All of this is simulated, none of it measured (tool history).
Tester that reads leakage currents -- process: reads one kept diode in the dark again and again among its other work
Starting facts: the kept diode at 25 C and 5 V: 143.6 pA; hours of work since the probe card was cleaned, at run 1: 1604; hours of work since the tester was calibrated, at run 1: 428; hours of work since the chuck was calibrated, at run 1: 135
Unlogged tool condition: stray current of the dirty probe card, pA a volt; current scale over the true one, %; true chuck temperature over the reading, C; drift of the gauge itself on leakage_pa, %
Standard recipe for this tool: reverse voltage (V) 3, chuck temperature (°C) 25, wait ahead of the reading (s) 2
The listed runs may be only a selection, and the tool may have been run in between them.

| run | day | reverse voltage (V) | chuck temperature (°C) | wait ahead of the reading (s) | hours of work since the probe card was cleaned | hours of work since the tester was calibrated | hours of work since the chuck was calibrated | current that the tester gives (pA) |
|---|---|---|---|---|---|---|---|---|
| 1 | 0 | 3 | 25 | 2 | 1604 | 428 | 135 | 110.94 |
| 2 | 0.758 | 3 | 25 | 2 | 1615 | 439 | 146 | 111.03 |
| 3 | 1.838 | 11.92 | 25 | 2 | 1630 | 455 | 162 | 239.9 |
| 4 | 2.671 | 11.92 | 25 | 2 | 1643 | 467 | 174 | 238.17 |
| 5 | 3.5 | 11.92 | 25 | 2 | 1655 | 479 | 186 | 238.36 |
| 6 | 4.392 | 3 | 33 | 2 | 1668 | 492 | 199 | 188.92 |
| 7 | 5.125 | 3 | 33 | 2 | 1678 | 503 | 210 | 189.62 |
| 8 | 6.238 | 1.23 | 25 | 2 | 1695 | 519 | 226 | 68.06 |
| 9 | 7.496 | 1.23 | 25 | 2 | 1713 | 538 | 245 | 67.54 |
| 10 | 8.188 | 1.23 | 25 | 2 | 1723 | 548 | 255 | 67.41 |
| 11 | 8.742 | 1.23 | 25 | 2 | 1731 | 556 | 263 | 67.24 |
| 12 | 9.929 | 3 | 20 | 2 | 1749 | 573 | 280 | 76.96 |
| 13 | 11.054 | 3 | 20 | 2 | 1765 | 590 | 297 | 77.08 |
| 14 | 12.067 | 3 | 20 | 2 | 1780 | 604 | 311 | 77.16 |
| 15 | 13.217 | 3 | 20 | 2 | 1796 | 621 | 328 | 76.8 |
| 16 | 13.738 | 3 | 25 | 3.22 | 1804 | 629 | 336 | 107.74 |
| 17 | 14.796 | 3 | 25 | 3.22 | 1820 | 644 | 351 | 108.62 |
| 18 | 15.496 | 3 | 25 | 3.22 | 1830 | 654 | 361 | 108.06 |
| 19 | 16.296 | 3 | 25 | 3.22 | 1841 | 666 | 373 | 107.6 |
| 20 | 17.529 | 3 | 25 | 3.22 | 1859 | 684 | 391 | 108.04 |
| 21 | 18.067 | 3 | 25 | 3.22 | 1867 | 692 | 399 | 107.26 |
|  | 18.254 | probe card cleaned and baked |
| 22 | 19.208 | 3 | 25 | 3.22 | 14 | 707 | 414 | 110.59 |
| 23 | 20.354 | 4.29 | 21 | 0.37 | 31 | 724 | 430 | 104.94 |
| 24 | 21.5 | 1.72 | 34 | 0.53 | 47 | 740 | 447 | 147.06 |
| 25 | 22.267 | 3 | 33 | 3.66 | 59 | 751 | 458 | 185.64 |
| 26 | 22.879 | 5.18 | 45 | 9.49 | 67 | 760 | 467 | 535.54 |
| 27 | 24.138 | 5.18 | 27 | 9.49 | 86 | 779 | 486 | 170.87 |
|  | 24.454 | probe card cleaned and baked, once more |
| 28 | 25.412 | 5.18 | 27 | 9.49 | 14 | 796 | 502 | 153.37 |
| 29 | 26.046 | 1.49 | 36 | 3.03 | 23 | 805 | 512 | 148.49 |
| 30 | 26.783 | 1.49 | 36 | 3.03 | 34 | 816 | 522 | 148.02 |
| 31 | 27.783 | 1.49 | 36 | 3.03 | 49 | 830 | 537 | 147.37 |
| 32 | 28.654 | 1.49 | 36 | 6.38 | 61 | 843 | 550 | 148.26 |
| 33 | 29.546 | 2.5 | 26 | 4.42 | 74 | 856 | 563 | 96.51 |
| 34 | 30.158 | 6.37 | 25 | 3.17 | 83 | 865 | 572 | 146.68 |
| 35 | 30.783 | 6.37 | 25 | 3.17 | 92 | 874 | 581 | 146.1 |
| 36 | 31.454 | 6.37 | 25 | 3.17 | 102 | 884 | 591 | 146.68 |
| 37 | 32.367 | 6.41 | 25 | 3.17 | 115 | 897 | 604 | 147.22 |
| 38 | 33.246 | 3 | 45 | 3.84 | 128 | 910 | 617 | 383 |
| 39 | 34.208 | 3 | 45 | 3.84 | 142 | 924 | 631 | 378.29 |
| 40 | 35.138 | 1.72 | 54 | 1.06 | 156 | 937 | 644 | 493.86 |
| 41 | 36.367 | 1.46 | 31 | 3.73 | 174 | 955 | 662 | 102.61 |

Each row is a separate what-if for the run after 41, all from the same tool condition, not one after another. Results?
| A | 36.917 | 8.2 | 40 | 3.73 | 182 | 963 | 670 | ? |
| B | 36.917 | 14.03 | 33 | 0.54 | 182 | 963 | 670 | ? |
| C | 36.917 | 3 | 27 | 3.12 | 182 | 963 | 670 | ? |

| run | current that the tester gives (pA) |
|---|---|
| A | 465.78 |
| B | 386.6 |
| C | 112.35 |
Take away the tool's hidden state, keep each run's random variation, and the runs would have read:
| run | current that the tester gives (pA) |
|---|---|
| A | 521.56 |
| B | 433.24 |
| C | 126.76 |

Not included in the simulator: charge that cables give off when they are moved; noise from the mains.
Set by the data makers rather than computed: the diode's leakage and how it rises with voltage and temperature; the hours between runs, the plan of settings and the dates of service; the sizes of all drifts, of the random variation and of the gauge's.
